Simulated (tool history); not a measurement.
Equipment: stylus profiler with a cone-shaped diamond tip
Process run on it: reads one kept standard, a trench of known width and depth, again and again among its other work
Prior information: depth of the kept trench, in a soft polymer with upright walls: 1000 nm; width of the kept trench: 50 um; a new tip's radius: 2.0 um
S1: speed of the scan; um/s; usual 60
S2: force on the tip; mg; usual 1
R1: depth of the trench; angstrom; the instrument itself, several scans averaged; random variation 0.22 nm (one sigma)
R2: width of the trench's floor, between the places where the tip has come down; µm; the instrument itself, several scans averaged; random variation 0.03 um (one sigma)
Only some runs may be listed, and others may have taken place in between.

run 1 hour=0 | S1=60 S2=1 | R1=10107.2 R2=44.52
run 2 hour=38.4 | S1=60 S2=1 | R1=10103 R2=44.55
run 3 hour=100.3 | S1=71 S2=1 | R1=10107.9 R2=44.39
run 4 hour=136.2 | S1=71 S2=1 | R1=10107 R2=44.41
run 5 hour=190.6 | S1=16 S2=1 | R1=10104.4 R2=44.6
run 6 hour=237 | S1=16 S2=1 | R1=10104.7 R2=44.56
run 7 hour=306.1 | S1=101 S2=1 | R1=10111.9 R2=44.23
run 8 hour=384.6 | S1=40 S2=1 | R1=10114.9 R2=44.4
run 9 hour=431.9 | S1=40 S2=1 | R1=10110.5 R2=44.35
run 10 hour=500.2 | S1=40 S2=1 | R1=10114.1 R2=44.32
-- hour=524.9 height scale calibrated on a step standard
run 11 hour=566.5 | S1=40 S2=1 | R1=10063.1 R2=44.29
run 12 hour=609.9 | S1=19 S2=0.95 | R1=10057.5 R2=44.34
run 13 hour=666.9 | S1=19 S2=0.95 | R1=10062.2 R2=44.35
run 14 hour=724 | S1=60 S2=1.64 | R1=10087.2 R2=44.18
run 15 hour=800.3 | S1=161 S2=1 | R1=10063.4 R2=43.69
run 16 hour=873.4 | S1=21 S2=1.48 | R1=10082.7 R2=44.23
run 17 hour=926 | S1=21 S2=1.48 | R1=10084.3 R2=44.2
run 18 hour=1008.2 | S1=21 S2=1.48 | R1=10086.8 R2=44.16
run 19 hour=1080.1 | S1=35 S2=0.51 | R1=10048.6 R2=44.07
run 20 hour=1122.8 | S1=17 S2=1.15 | R1=10073.3 R2=44.1
run 21 hour=1177.5 | S1=34 S2=1.15 | R1=10075.8 R2=43.98
run 22 hour=1230.6 | S1=31 S2=0.97 | R1=10071.9 R2=44.01

The same runs without the tool's hidden state, with the same run-to-run variation:
Unlogged tool condition in this case: radius of the tip, um; height scale over the true one, %; drift of the gauge itself on depth_nm, %; drift of the gauge itself on floor_um, %.
run=1 R1=10061.8 R2=46.32
run=2 R1=10056.9 R2=46.37
run=3 R1=10060.6 R2=46.24
run=4 R1=10059.1 R2=46.28
run=5 R1=10055.5 R2=46.5
run=6 R1=10055 R2=46.48
run=7 R1=10061 R2=46.19
run=8 R1=10062.8 R2=46.4
run=9 R1=10057.5 R2=46.38
run=10 R1=10059.7 R2=46.38
run=11 R1=10063.1 R2=46.39
run=12 R1=10056.6 R2=46.46
run=13 R1=10060.2 R2=46.5
run=14 R1=10084.2 R2=46.35
run=15 R1=10059 R2=45.9
run=16 R1=10076.9 R2=46.48
run=17 R1=10077.6 R2=46.48
run=18 R1=10078.7 R2=46.47
run=19 R1=10039.3 R2=46.41
run=20 R1=10063.2 R2=46.47
run=21 R1=10064.8 R2=46.38
run=22 R1=10060 R2=46.43
